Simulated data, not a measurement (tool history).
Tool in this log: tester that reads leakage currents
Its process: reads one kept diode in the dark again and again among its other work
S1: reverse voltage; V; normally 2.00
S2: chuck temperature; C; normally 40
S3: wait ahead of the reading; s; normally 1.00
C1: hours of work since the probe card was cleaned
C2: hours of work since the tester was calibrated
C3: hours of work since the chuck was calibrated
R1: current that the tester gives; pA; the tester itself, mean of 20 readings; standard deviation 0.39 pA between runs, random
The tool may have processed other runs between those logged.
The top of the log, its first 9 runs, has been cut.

{"run": 10, "hour": 535.4, "S1": 13.89, "S2": 59, "S3": 1.0, "C1": 2663, "C2": 1338, "C3": 906, "R1": 1076.81}
{"run": 11, "hour": 618.6, "S1": 2.0, "S2": 40, "S3": 1.0, "C1": 2720, "C2": 1395, "C3": 963, "R1": 122.42}
{"run": 12, "hour": 682.3, "S1": 2.0, "S2": 23, "S3": 1.0, "C1": 2763, "C2": 1439, "C3": 1007, "R1": 27.55}
{"run": 13, "hour": 729.6, "S1": 2.0, "S2": 23, "S3": 1.0, "C1": 2796, "C2": 1471, "C3": 1039, "R1": 27.55}
{"run": 14, "hour": 769.0, "S1": 2.0, "S2": 40, "S3": 7.73, "C1": 2823, "C2": 1498, "C3": 1066, "R1": 121.42}
{"run": 15, "hour": 854.3, "S1": 2.0, "S2": 40, "S3": 7.73, "C1": 2881, "C2": 1556, "C3": 1125, "R1": 120.58}
{"run": 16, "hour": 898.0, "S1": 2.0, "S2": 40, "S3": 7.73, "C1": 2911, "C2": 1586, "C3": 1155, "R1": 121.4}
{"run": 17, "hour": 936.0, "S1": 2.0, "S2": 40, "S3": 7.73, "C1": 2937, "C2": 1612, "C3": 1181, "R1": 120.38}
{"run": 18, "hour": 977.6, "S1": 2.0, "S2": 40, "S3": 7.73, "C1": 2966, "C2": 1641, "C3": 1209, "R1": 120.18}
{"run": 19, "hour": 1020.6, "S1": 2.0, "S2": 25, "S3": 7.73, "C1": 2995, "C2": 1670, "C3": 1239, "R1": 32.39}
{"hour": 1052.9, "done": "chuck's temperature calibrated"}
{"run": 20, "hour": 1088.7, "S1": 2.0, "S2": 40, "S3": 1.0, "C1": 3040, "C2": 1715, "C3": 24, "R1": 128.71}
{"run": 21, "hour": 1151.7, "S1": 2.0, "S2": 40, "S3": 1.0, "C1": 3083, "C2": 1759, "C3": 68, "R1": 128.94}

For run 22, what comes out?
{"hour": 1158.7, "done": "probe card cleaned and baked"}
{"run": 22, "hour": 1226.4, "S1": 3.81, "S2": 25, "S3": 0.49, "C1": 46, "C2": 1808, "C3": 117, "R1": "?"}

R1: 46.49 pA
Had the tool carried no hidden state, the very same run would have given R1 40.02 pA.
